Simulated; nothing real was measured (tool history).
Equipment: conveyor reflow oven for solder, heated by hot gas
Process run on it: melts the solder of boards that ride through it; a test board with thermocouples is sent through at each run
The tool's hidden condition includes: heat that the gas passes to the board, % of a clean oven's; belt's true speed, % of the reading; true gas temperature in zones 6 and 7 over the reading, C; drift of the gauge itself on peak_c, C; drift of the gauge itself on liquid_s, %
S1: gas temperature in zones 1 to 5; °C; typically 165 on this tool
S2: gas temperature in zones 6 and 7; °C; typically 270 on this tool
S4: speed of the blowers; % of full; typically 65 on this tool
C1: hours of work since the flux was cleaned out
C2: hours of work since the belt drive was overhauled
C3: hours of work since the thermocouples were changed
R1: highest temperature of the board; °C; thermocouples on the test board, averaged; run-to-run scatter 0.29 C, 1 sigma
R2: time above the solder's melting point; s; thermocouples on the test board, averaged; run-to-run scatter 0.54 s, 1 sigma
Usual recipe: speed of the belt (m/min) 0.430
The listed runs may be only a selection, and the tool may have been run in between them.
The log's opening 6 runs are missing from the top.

At day 7.996: thermocouples of zones 6 and 7 changed.
Run 7, day 9.621: usual settings but S2 282 °C; C1 210; C2 907; C3 24. Result: R1 263.4 °C, R2 89.4 s.
Run 8, day 11.025: usual settings but S2 282 °C; C1 231; C2 928; C3 45. Result: R1 263.2 °C, R2 90.8 s.
Run 9, day 12.762: usual settings but S2 282 °C; C1 257; C2 953; C3 71. Result: R1 263.6 °C, R2 90.3 s.
Run 10, day 14.417: usual settings but S2 282 °C; C1 282; C2 978; C3 96. Result: R1 263.0 °C, R2 90.0 s.
Run 11, day 16.512: usual settings but S2 282 °C; C1 313; C2 1010; C3 127. Result: R1 263.0 °C, R2 90.1 s.
At day 17.212: flux residue cleaned out of gas plates and filters.
Run 12, day 18.725: usual settings but S2 282 °C; C1 23; C2 1039; C3 157. Result: R1 264.7 °C, R2 93.3 s.
Run 13, day 19.608: usual settings but S2 272 °C; C1 36; C2 1053; C3 170. Result: R1 255.8 °C, R2 85.3 s.
Run 14, day 21.288: usual settings but S2 272 °C, S4 76 % of full; C1 61; C2 1078; C3 195. Result: R1 259.3 °C, R2 87.8 s.
Run 15, day 22.179: usual settings but S2 272 °C, S4 76 % of full; C1 74; C2 1091; C3 209. Result: R1 259.1 °C, R2 87.8 s.
Run 16, day 23.342: usual settings but S2 272 °C, S4 76 % of full; C1 92; C2 1108; C3 226. Result: R1 259.8 °C, R2 87.2 s.
Run 17, day 25.342: usual settings but S4 57 % of full; C1 121; C2 1138; C3 256. Result: R1 251.1 °C, R2 78.3 s.
Run 18, day 27.142: usual settings but speed of the belt (m/min) 0.422, S4 56 % of full; C1 148; C2 1165; C3 283. Result: R1 251.2 °C, R2 79.5 s.
Run 19, day 28.788: usual settings but speed of the belt (m/min) 0.356; C1 173; C2 1190; C3 307. Result: R1 259.4 °C, R2 108.3 s.
Run 20, day 29.729: usual settings but S1 163 °C, S2 259 °C, speed of the belt (m/min) 0.382, S4 77 % of full; C1 187; C2 1204; C3 321. Result: R1 250.1 °C, R2 91.4 s.
Run 21, day 30.954: usual settings but S2 276 °C, speed of the belt (m/min) 0.469, S4 79 % of full; C1 205; C2 1222; C3 340. Result: R1 260.8 °C, R2 81.7 s.
Run 22, day 32.529: usual settings but S2 276 °C, speed of the belt (m/min) 0.469, S4 79 % of full; C1 229; C2 1246; C3 363. Result: R1 260.2 °C, R2 81.4 s.
Run 23, day 34.129: usual settings but S1 157 °C, S2 276 °C, speed of the belt (m/min) 0.469, S4 79 % of full; C1 253; C2 1270; C3 387. Result: R1 258.7 °C, R2 76.3 s.
Run 24, day 35.892: usual settings but S1 163 °C, S2 276 °C, speed of the belt (m/min) 0.469, S4 79 % of full; C1 279; C2 1296; C3 413. Result: R1 259.9 °C, R2 79.0 s.
Run 25, day 37.488: usual settings but S1 163 °C, S2 276 °C, speed of the belt (m/min) 0.469, S4 79 % of full; C1 303; C2 1320; C3 437. Result: R1 259.8 °C, R2 80.1 s.
At day 38.762: flux residue cleaned out of gas plates and filters.
Run 26, day 38.762: usual settings but S1 163 °C, S2 276 °C, speed of the belt (m/min) 0.469, S4 79 % of full; C1 0; C2 1336; C3 453. Result: R1 261.2 °C, R2 82.6 s.
Run 27, day 39.983: usual settings but S1 170 °C, S2 260 °C, speed of the belt (m/min) 0.469, S4 68 % of full; C1 18; C2 1354; C3 472. Result: R1 245.0 °C, R2 68.6 s.
At day 40.550: belt drive overhauled, speed set with a stopwatch.
Run 28, day 41.738: usual settings but S1 170 °C, S2 260 °C, speed of the belt (m/min) 0.469, S4 68 % of full; C1 42; C2 18; C3 495. Result: R1 245.0 °C, R2 66.5 s.
Run 29, day 43.717: usual settings but S1 173 °C, S2 282 °C, speed of the belt (m/min) 0.375, S4 73 % of full; C1 72; C2 47; C3 525. Result: R1 272.9 °C, R2 114.6 s.
Run 30, day 45.225: usual settings but speed of the belt (m/min) 0.461; C1 94; C2 70; C3 547. Result: R1 252.0 °C, R2 72.4 s.
Run 31, day 47.042: usual settings but speed of the belt (m/min) 0.461; C1 121; C2 97; C3 574. Result: R1 251.3 °C, R2 73.6 s.

Below are 3 alternative next runs, each starting from the tool's condition after run 31. Predict each:
Run A, day 47.958: usual settings but S1 178 °C, speed of the belt (m/min) 0.461; C1 135; C2 111; C3 588. Result: R1 ?, R2 ?.
Run B, day 47.958: usual settings but speed of the belt (m/min) 0.461, S4 66 % of full; C1 135; C2 111; C3 588. Result: R1 ?, R2 ?.
Run C, day 47.958: usual settings but S1 177 °C, S2 285 °C, speed of the belt (m/min) 0.388; C1 135; C2 111; C3 588. Result: R1 ?, R2 ?.

run     R1     R2
  A  253.6   80.9
  B  251.3   71.6
  C  273.2  114.3
The same runs, with their run-to-run variation unchanged, on a tool lacking any hidden condition would have given:
run     R1     R2
  A  253.2   80.7
  B  251.0   71.6
  C  272.5  113.8
